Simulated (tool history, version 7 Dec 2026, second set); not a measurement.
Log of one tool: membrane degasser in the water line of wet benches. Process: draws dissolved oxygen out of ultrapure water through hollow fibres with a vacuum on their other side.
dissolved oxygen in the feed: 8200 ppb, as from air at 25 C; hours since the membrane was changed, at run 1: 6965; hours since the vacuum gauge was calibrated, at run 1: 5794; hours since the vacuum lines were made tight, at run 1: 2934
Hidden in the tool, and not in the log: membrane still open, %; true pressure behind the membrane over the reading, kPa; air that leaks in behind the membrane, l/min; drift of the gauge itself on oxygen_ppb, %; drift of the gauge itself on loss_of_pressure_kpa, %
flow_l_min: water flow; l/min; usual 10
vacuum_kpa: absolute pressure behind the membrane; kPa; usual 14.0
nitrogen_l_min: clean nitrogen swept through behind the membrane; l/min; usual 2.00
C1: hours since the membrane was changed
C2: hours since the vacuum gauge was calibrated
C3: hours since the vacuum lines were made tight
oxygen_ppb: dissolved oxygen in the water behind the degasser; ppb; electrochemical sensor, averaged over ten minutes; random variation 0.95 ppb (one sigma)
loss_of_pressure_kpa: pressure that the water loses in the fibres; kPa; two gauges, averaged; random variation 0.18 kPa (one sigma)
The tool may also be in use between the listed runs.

{"run": 1, "hour": 0.0, "flow_l_min": 10, "vacuum_kpa": 14.0, "nitrogen_l_min": 2.0, "C1": 6965, "C2": 5794, "C3": 2934, "oxygen_ppb": 142.7, "loss_of_pressure_kpa": 36.03}
{"run": 2, "hour": 92.0, "flow_l_min": 10, "vacuum_kpa": 14.0, "nitrogen_l_min": 2.0, "C1": 7057, "C2": 5886, "C3": 3026, "oxygen_ppb": 143.8, "loss_of_pressure_kpa": 35.5}
{"run": 3, "hour": 222.3, "flow_l_min": 10, "vacuum_kpa": 14.0, "nitrogen_l_min": 2.0, "C1": 7187, "C2": 6016, "C3": 3156, "oxygen_ppb": 144.5, "loss_of_pressure_kpa": 35.68}
{"hour": 291.9, "done": "vacuum gauge calibrated"}
{"run": 4, "hour": 326.0, "flow_l_min": 10, "vacuum_kpa": 14.0, "nitrogen_l_min": 2.0, "C1": 7290, "C2": 34, "C3": 3259, "oxygen_ppb": 142.1, "loss_of_pressure_kpa": 35.86}
{"run": 5, "hour": 425.2, "flow_l_min": 10, "vacuum_kpa": 14.0, "nitrogen_l_min": 2.0, "C1": 7389, "C2": 133, "C3": 3358, "oxygen_ppb": 143.1, "loss_of_pressure_kpa": 35.9}
{"run": 6, "hour": 573.9, "flow_l_min": 10, "vacuum_kpa": 14.0, "nitrogen_l_min": 2.0, "C1": 7538, "C2": 282, "C3": 3507, "oxygen_ppb": 144.7, "loss_of_pressure_kpa": 35.86}
{"run": 7, "hour": 650.3, "flow_l_min": 10, "vacuum_kpa": 14.0, "nitrogen_l_min": 2.0, "C1": 7614, "C2": 358, "C3": 3583, "oxygen_ppb": 142.2, "loss_of_pressure_kpa": 35.49}
{"run": 8, "hour": 797.1, "flow_l_min": 10, "vacuum_kpa": 14.0, "nitrogen_l_min": 2.0, "C1": 7761, "C2": 505, "C3": 3730, "oxygen_ppb": 143.0, "loss_of_pressure_kpa": 36.05}
{"run": 9, "hour": 973.8, "flow_l_min": 10, "vacuum_kpa": 15.8, "nitrogen_l_min": 2.0, "C1": 7938, "C2": 682, "C3": 3907, "oxygen_ppb": 164.6, "loss_of_pressure_kpa": 35.54}
{"run": 10, "hour": 1116.2, "flow_l_min": 10, "vacuum_kpa": 14.7, "nitrogen_l_min": 1.51, "C1": 8080, "C2": 824, "C3": 4049, "oxygen_ppb": 191.9, "loss_of_pressure_kpa": 35.96}
{"run": 11, "hour": 1219.3, "flow_l_min": 10, "vacuum_kpa": 15.4, "nitrogen_l_min": 2.0, "C1": 8184, "C2": 927, "C3": 4152, "oxygen_ppb": 160.3, "loss_of_pressure_kpa": 36.06}
{"run": 12, "hour": 1338.3, "flow_l_min": 10, "vacuum_kpa": 8.4, "nitrogen_l_min": 3.92, "C1": 8302, "C2": 1046, "C3": 4271, "oxygen_ppb": 44.6, "loss_of_pressure_kpa": 36.17}
{"run": 13, "hour": 1417.4, "flow_l_min": 11, "vacuum_kpa": 19.7, "nitrogen_l_min": 3.92, "C1": 8382, "C2": 1126, "C3": 4350, "oxygen_ppb": 131.6, "loss_of_pressure_kpa": 39.33}
{"run": 14, "hour": 1511.0, "flow_l_min": 11, "vacuum_kpa": 19.7, "nitrogen_l_min": 3.92, "C1": 8475, "C2": 1219, "C3": 4444, "oxygen_ppb": 131.2, "loss_of_pressure_kpa": 39.31}
{"run": 15, "hour": 1668.3, "flow_l_min": 11, "vacuum_kpa": 19.7, "nitrogen_l_min": 3.92, "C1": 8633, "C2": 1376, "C3": 4601, "oxygen_ppb": 130.0, "loss_of_pressure_kpa": 39.68}
{"run": 16, "hour": 1811.9, "flow_l_min": 10, "vacuum_kpa": 23.7, "nitrogen_l_min": 2.0, "C1": 8776, "C2": 1520, "C3": 4745, "oxygen_ppb": 260.2, "loss_of_pressure_kpa": 35.76}
{"run": 17, "hour": 1930.7, "flow_l_min": 10, "vacuum_kpa": 23.7, "nitrogen_l_min": 2.0, "C1": 8895, "C2": 1639, "C3": 4864, "oxygen_ppb": 262.6, "loss_of_pressure_kpa": 35.87}

5 ways to go on from here, each from the tool as it stands after run 17. What would each give?
{"run": "A", "hour": 2013.8, "flow_l_min": 11, "vacuum_kpa": 25.5, "nitrogen_l_min": 3.49, "C1": 8978, "C2": 1722, "C3": 4947, "oxygen_ppb": "?", "loss_of_pressure_kpa": "?"}
{"run": "B", "hour": 2013.8, "flow_l_min": 7, "vacuum_kpa": 16.4, "nitrogen_l_min": 0.86, "C1": 8978, "C2": 1722, "C3": 4947, "oxygen_ppb": "?", "loss_of_pressure_kpa": "?"}
{"run": "C", "hour": 2013.8, "flow_l_min": 14, "vacuum_kpa": 23.7, "nitrogen_l_min": 1.92, "C1": 8978, "C2": 1722, "C3": 4947, "oxygen_ppb": "?", "loss_of_pressure_kpa": "?"}
{"run": "D", "hour": 2013.8, "flow_l_min": 10, "vacuum_kpa": 14.4, "nitrogen_l_min": 5.98, "C1": 8978, "C2": 1722, "C3": 4947, "oxygen_ppb": "?", "loss_of_pressure_kpa": "?"}
{"run": "E", "hour": 2013.8, "flow_l_min": 15, "vacuum_kpa": 32.7, "nitrogen_l_min": 1.15, "C1": 8978, "C2": 1722, "C3": 4947, "oxygen_ppb": "?", "loss_of_pressure_kpa": "?"}

run=A oxygen_ppb=186.2 loss_of_pressure_kpa=39.36
run=B oxygen_ppb=259.4 loss_of_pressure_kpa=25.26
run=C oxygen_ppb=383.3 loss_of_pressure_kpa=50.55
run=D oxygen_ppb=59.1 loss_of_pressure_kpa=36.43
run=E oxygen_ppb=855.9 loss_of_pressure_kpa=54.27
Without the tool's hidden state the same runs would have given:
run=A oxygen_ppb=180.3 loss_of_pressure_kpa=38.15
run=B oxygen_ppb=252.3 loss_of_pressure_kpa=24.49
run=C oxygen_ppb=373.7 loss_of_pressure_kpa=49.00
run=D oxygen_ppb=55.9 loss_of_pressure_kpa=35.32
run=E oxygen_ppb=842.4 loss_of_pressure_kpa=52.61

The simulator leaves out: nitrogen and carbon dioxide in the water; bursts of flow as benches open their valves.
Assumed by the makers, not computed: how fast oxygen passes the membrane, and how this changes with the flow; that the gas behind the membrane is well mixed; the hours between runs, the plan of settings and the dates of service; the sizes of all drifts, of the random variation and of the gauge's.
